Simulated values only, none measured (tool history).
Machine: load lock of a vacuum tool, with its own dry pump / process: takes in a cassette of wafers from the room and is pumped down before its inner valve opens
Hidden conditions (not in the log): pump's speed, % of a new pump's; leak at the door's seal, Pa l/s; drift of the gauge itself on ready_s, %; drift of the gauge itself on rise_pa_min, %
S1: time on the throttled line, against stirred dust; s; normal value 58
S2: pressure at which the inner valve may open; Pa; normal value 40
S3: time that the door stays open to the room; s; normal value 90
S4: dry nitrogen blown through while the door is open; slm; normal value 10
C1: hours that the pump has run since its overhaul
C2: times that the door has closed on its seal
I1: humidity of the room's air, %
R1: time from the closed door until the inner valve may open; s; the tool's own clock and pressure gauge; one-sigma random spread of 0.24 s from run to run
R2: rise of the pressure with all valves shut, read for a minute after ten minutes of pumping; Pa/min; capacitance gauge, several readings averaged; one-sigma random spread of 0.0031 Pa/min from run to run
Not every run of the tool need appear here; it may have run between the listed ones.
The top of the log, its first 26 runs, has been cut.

run      day  S1  S2  S3  S4    C1    C2    I1    R1     R2
 27  102.571  58  42  54   9  2860  2796  43.3  75.2  0.081
 28  105.662  58  42  54   9  2934  3139  45.3  74.8  0.085
 29  109.379  58  42  54   9  3023  3550  42.3  75.1  0.085
 30  113.633  58  29  90   9  3126  4021  46.7  76.3  0.118
 31  116.383  30  40  54   5  3191  4325  46.3  51.0  0.099
 32  118.600  30  40  54   5  3245  4570  46.9  50.6  0.111
 33  123.892  68  57  86  21  3372  5156  49.6  82.7  0.109
 34  127.592  68  57  86  21  3461  5565  43.3  82.5  0.105
 35  131.412  68  57  86  12  3552  5988  43.1  82.5  0.119
 36  135.883  58  38  60  10  3659  6483  46.9  75.5  0.122
 37  140.017  58  40  90  12  3759  6940  47.3  75.3  0.133
 38  143.421  63  40  90  14  3840  7317  46.0  79.8  0.135

What if the next run were any one of these 3? Each begins from the tool's condition after run 38:
  A  146.483  58  40  90  28  3914  7656  46.7   ?   ?
  B  146.483  82  71  90  40  3914  7656  45.7   ?   ?
  C  146.483  62  55  38  14  3914  7656  43.7   ?   ?

run    R1     R2
  A  75.1  0.126
  B  94.0  0.122
  C  77.6  0.115
What these runs would have given with no unlogged condition in the tool:
run    R1     R2
  A  74.8  0.061
  B  93.8  0.056
  C  77.4  0.048

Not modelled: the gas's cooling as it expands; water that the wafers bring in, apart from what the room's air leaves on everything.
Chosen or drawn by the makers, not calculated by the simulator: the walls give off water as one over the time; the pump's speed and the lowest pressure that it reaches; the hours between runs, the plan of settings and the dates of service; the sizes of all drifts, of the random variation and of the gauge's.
